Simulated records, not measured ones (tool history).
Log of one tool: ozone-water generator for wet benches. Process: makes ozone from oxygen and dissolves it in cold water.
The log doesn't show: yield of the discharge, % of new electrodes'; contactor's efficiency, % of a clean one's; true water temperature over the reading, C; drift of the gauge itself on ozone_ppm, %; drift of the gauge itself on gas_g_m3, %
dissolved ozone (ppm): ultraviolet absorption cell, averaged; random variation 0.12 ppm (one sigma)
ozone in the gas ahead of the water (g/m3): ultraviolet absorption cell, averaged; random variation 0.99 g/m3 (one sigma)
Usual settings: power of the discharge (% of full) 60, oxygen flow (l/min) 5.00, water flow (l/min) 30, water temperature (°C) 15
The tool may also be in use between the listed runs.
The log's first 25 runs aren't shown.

| run | hour | power of the discharge (% of full) | oxygen flow (l/min) | water flow (l/min) | water temperature (°C) | hours of work since the electrodes were changed | hours of work since the contactor was cleaned | hours of work since the thermometer was calibrated | dissolved ozone (ppm) | ozone in the gas ahead of the water (g/m3) |
|---|---|---|---|---|---|---|---|---|---|---|
| 26 | 1111.1 | 71 | 3.60 | 34 | 9 | 1756 | 1756 | 3141 | 10.7 | 231.1 |
| 27 | 1151.3 | 71 | 6.86 | 34 | 11 | 1794 | 1794 | 3179 | 11.3 | 147.9 |
| 28 | 1199.3 | 56 | 8.02 | 43 | 14 | 1839 | 1839 | 3225 | 7.4 | 117.9 |
| 29 | 1259.2 | 89 | 6.95 | 33 | 8 | 1896 | 1896 | 3282 | 13.3 | 168.7 |
| 30 | 1289.1 | 47 | 5.91 | 22 | 18 | 1925 | 1925 | 3310 | 11.3 | 126.9 |
| 31 | 1343.8 | 43 | 5.00 | 39 | 16 | 1976 | 1976 | 3362 | 6.6 | 136.1 |
| 32 | 1373.4 | 43 | 5.00 | 39 | 16 | 2004 | 2004 | 3390 | 6.9 | 137.2 |
| 33 | 1433.9 | 43 | 5.00 | 39 | 16 | 2062 | 2062 | 3448 | 6.7 | 133.5 |
| 34 | 1490.2 | 45 | 5.00 | 30 | 8 | 2115 | 2115 | 3501 | 9.6 | 139.4 |

3 ways to go on from here, each from the tool as it stands after run 34. What would each give?
| A | 1540.7 | 60 | 5.00 | 25 | 15 | 2163 | 2163 | 3549 | ? | ? |
| B | 1540.7 | 55 | 2.83 | 27 | 15 | 2163 | 2163 | 3549 | ? | ? |
| C | 1540.7 | 49 | 5.00 | 21 | 15 | 2163 | 2163 | 3549 | ? | ? |

| run | dissolved ozone (ppm) | ozone in the gas ahead of the water (g/m3) |
|---|---|---|
| A | 12.5 | 164.3 |
| B | 10.8 | 231.9 |
| C | 12.8 | 146.1 |
Without the tool's hidden state the same runs would have given:
| run | dissolved ozone (ppm) | ozone in the gas ahead of the water (g/m3) |
|---|---|---|
| A | 13.3 | 169.6 |
| B | 11.4 | 238.8 |
| C | 13.5 | 150.1 |

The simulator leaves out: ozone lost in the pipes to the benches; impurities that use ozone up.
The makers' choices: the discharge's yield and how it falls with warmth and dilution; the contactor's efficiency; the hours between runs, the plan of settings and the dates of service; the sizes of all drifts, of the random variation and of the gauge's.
